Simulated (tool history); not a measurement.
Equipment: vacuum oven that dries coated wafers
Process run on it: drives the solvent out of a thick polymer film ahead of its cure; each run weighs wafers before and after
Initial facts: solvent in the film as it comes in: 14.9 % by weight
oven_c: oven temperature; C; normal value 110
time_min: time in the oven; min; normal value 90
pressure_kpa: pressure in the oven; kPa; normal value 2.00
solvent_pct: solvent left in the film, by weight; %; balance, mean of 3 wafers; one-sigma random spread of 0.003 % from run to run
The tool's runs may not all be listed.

run   hour  oven_c  time_min  pressure_kpa  solvent_pct
  1    0.0     110        90          2.00        1.273
  2    8.1     110        90          2.00        1.273
  3   24.8     110        90          2.00        1.276
  4   41.2     110        90          2.00        1.272
  5   53.3     110        90          2.00        1.270
  6   69.6     110        90          2.00        1.272
  7   84.8     110        90          2.00        1.272
  8   93.5     110        90          2.00        1.271
  9  108.3     110        90          2.00        1.266
 10  121.3     110        90          2.00        1.271
 11  131.5     110        90          2.00        1.268
 12  146.8     110        90          2.00        1.267
 13  163.5     117        90          2.00        0.778
 14  170.6     110        90          2.00        1.271
 15  185.1     110        90          2.00        1.269
 16  192.3     110        90          2.00        1.272
 17  205.8     100        63          2.30        3.822
 18  218.3     100        63          2.30        3.828
 19  230.1     100        63          2.30        3.817
 20  238.5     120        98          7.42        1.752
 21  255.0     101        89          2.00        2.334
 22  270.6     117       156          1.74        0.443
 23  279.2     117       156          3.08        0.765
 24  292.4     121        89          3.03        0.824
 25  305.1     121        89          3.03        0.817
 26  314.5     121        89          3.03        0.815
 27  328.5     117        89          2.23        0.844
 28  335.6     119        89          2.23        0.746
 29  344.5     119        89          2.23        0.737
 30  358.2     119        89          2.23        0.746
 31  374.1     110        80          1.66        1.409

Per-run results on a tool with no hidden state, each run keeping its own random variation:
Hidden state present: true wafer temperature over the reading, C; true pressure over the reading, kPa; drift of the gauge itself on solvent_pct, %.
run  solvent_pct
  1        1.334
  2        1.334
  3        1.338
  4        1.334
  5        1.333
  6        1.335
  7        1.335
  8        1.334
  9        1.330
 10        1.336
 11        1.332
 12        1.332
 13        0.815
 14        1.337
 15        1.335
 16        1.338
 17        3.964
 18        3.972
 19        3.961
 20        1.807
 21        2.448
 22        0.449
 23        0.781
 24        0.857
 25        0.850
 26        0.848
 27        0.886
 28        0.781
 29        0.772
 30        0.781
 31        1.492

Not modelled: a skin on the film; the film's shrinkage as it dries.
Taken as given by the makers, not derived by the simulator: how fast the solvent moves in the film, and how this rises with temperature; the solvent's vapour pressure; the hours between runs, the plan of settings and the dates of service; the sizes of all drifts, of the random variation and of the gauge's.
